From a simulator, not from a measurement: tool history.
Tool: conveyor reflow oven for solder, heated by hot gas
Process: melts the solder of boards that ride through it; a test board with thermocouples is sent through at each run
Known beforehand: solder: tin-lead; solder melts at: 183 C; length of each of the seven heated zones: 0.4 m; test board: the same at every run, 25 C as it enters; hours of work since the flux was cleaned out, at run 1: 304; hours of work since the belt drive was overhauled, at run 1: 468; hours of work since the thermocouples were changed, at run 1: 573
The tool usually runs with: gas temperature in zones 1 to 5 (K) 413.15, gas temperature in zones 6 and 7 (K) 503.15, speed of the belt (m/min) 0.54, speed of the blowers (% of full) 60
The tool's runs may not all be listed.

run   hour  gas temperature in zones 1 to 5 (K)  gas temperature in zones 6 and 7 (K)  speed of the belt (m/min)  speed of the blowers (% of full)  hours of work since the flux was cleaned out  hours of work since the belt drive was overhauled  hours of work since the thermocouples were changed  highest temperature of the board (K)  time above the solder's melting point (s)
  1      0                               413.15                                503.15                       0.54                                60                                           304                                                468                                                 573                                475.75                                         48
  2   15.9                               413.15                                503.15                      0.546                                60                                           312                                                477                                                 581                                474.95                                       46.6
  3   34.9                               413.15                                503.15                      0.546                                60                                           322                                                487                                                 591                                475.25                                       45.8
  4   48.3                               413.15                                503.15                       0.54                                60                                           329                                                494                                                 598                                475.95                                       47.4
  5   65.7                               419.15                                503.15                       0.54                                60                                           339                                                503                                                 608                                477.25                                       52.9
  6   89.7                               419.15                                503.15                       0.54                                60                                           351                                                516                                                 620                                477.05                                       52.1
     109.8  -- thermocouples of zones 6 and 7 changed
  7    111                               413.15                                503.15                       0.54                                60                                           362                                                526                                                   1                                476.15                                       48.4
  8  125.1                               413.15                                503.15                       0.54                                81                                           369                                                534                                                   8                                482.25                                       58.8
  9  139.6                               404.15                                503.15                       0.54                                60                                           377                                                541                                                  16                                473.15                                       40.5
 10  164.1                               404.15                                500.15                       0.54                                60                                           390                                                554                                                  29                                471.25                                       36.2
 11  190.6                               413.15                                503.15                      0.556                                60                                           404                                                568                                                  43                                474.45                                       44.3
 12  205.5                               413.15                                503.15                       0.54                                87                                           412                                                576                                                  51                                483.65                                       60.9
 13  226.2                               413.15                                503.15                       0.54                                87                                           423                                                587                                                  62                                482.95                                       58.7
 14  243.8                               413.15                                503.15                       0.54                                81                                           432                                                597                                                  71                                481.35                                       58.3
 15  262.1                               413.15                                503.15                       0.54                                60                                           442                                                606                                                  81                                475.35                                       47.5
 16  278.2                               413.15                                503.15                       0.54                                60                                           450                                                615                                                  89                                475.15                                       45.9
     285.6  -- flux residue cleaned out of gas plates and filters
 17  307.7                               413.15                                503.15                      0.527                                72                                            12                                                628                                                 102                                475.35                                       47.9
 18  321.2                               420.15                                503.15                      0.549                                89                                            19                                                635                                                 109                                479.75                                       55.5
 19  342.7                               421.15                                507.15                      0.636                                53                                            30                                                646                                                 121                                465.85                                       22.4
     351.6  -- flux residue cleaned out of gas plates and filters, once more
 20    367                               413.15                                507.15                       0.54                                62                                             8                                                657                                                 131                                483.75                                       59.9
 21  392.4                               413.15                                507.15                       0.54                                62                                            22                                                670                                                 145                                483.35                                         59
 22  417.5                               417.15                                517.15                      0.591                                55                                            35                                                683                                                 158                                485.45                                       56.6
 23  437.8                               416.15                                506.15                      0.591                                72                                            46                                                694                                                 169                                483.55                                       55.6
 24  464.9                               416.15                                506.15                      0.591                                72                                            60                                                709                                                 183                                483.35                                       55.7
 25  486.2                               416.15                                506.15                      0.591                                72                                            71                                                720                                                 194                                483.45                                         55
     517.2  -- belt drive overhauled, speed set with a stopwatch
 26  518.8                               416.15                                506.15                      0.591                                72                                            87                                                  1                                                 209                                482.25                                       53.5
 27  538.3                               417.15                                503.15                      0.542                                88                                            97                                                 11                                                 220                                487.35                                         66
 28  562.8                               417.15                                498.15                      0.542                                83                                           110                                                 24                                                 233                                482.05                                       59.6
 29  588.5                               410.15                                498.15                      0.518                                67                                           123                                                 38                                                 246                                477.35                                       53.2
 30  602.3                               410.15                                503.15                      0.454                                60                                           131                                                 45                                                 254                                483.35                                         70

Subtracting, for every run, the result it would have given without the tool's unlogged condition from the measured result gives the following. The same run-to-run variation enters both numbers; the gauge's scatter may not:
What the log doesn't record here: heat that the gas passes to the board, % of a clean oven's; belt's true speed, % of the reading; true gas temperature in zones 6 and 7 over the reading, C; drift of the gauge itself on peak_c, C; drift of the gauge itself on liquid_s, %.
run  highest temperature of the board (K)  time above the solder's melting point (s)
  1                                  -3.7                                       -5.6
  2                                  -3.8                                       -5.8
  3                                  -3.9                                         -6
  4                                    -4                                         -6
  5                                  -3.9                                       -5.7
  6                                    -4                                       -5.9
  7                                  -3.6                                       -5.6
  8                                  -4.1                                         -5
  9                                  -4.1                                       -6.6
 10                                  -4.1                                       -7.3
 11                                  -4.2                                       -6.6
 12                                  -4.7                                       -5.5
 13                                  -4.9                                       -5.6
 14                                  -4.9                                         -6
 15                                  -4.5                                       -7.2
 16                                  -4.6                                       -7.2
 17                                  -9.4                                      -14.5
 18                                  -9.7                                      -12.5
 19                                  -9.7                                      -17.9
 20                                    +0                                       +1.1
 21                                  -0.1                                       +0.9
 22                                  -0.1                                       +0.9
 23                                  -0.4                                       +0.4
 24                                  -0.6                                       +0.3
 25                                  -0.8                                       +0.1
 26                                  -1.5                                       -1.9
 27                                  -1.6                                       -1.7
 28                                  -1.6                                       -2.2
 29                                  -1.8                                       -2.9
 30                                  -1.7                                       -2.5

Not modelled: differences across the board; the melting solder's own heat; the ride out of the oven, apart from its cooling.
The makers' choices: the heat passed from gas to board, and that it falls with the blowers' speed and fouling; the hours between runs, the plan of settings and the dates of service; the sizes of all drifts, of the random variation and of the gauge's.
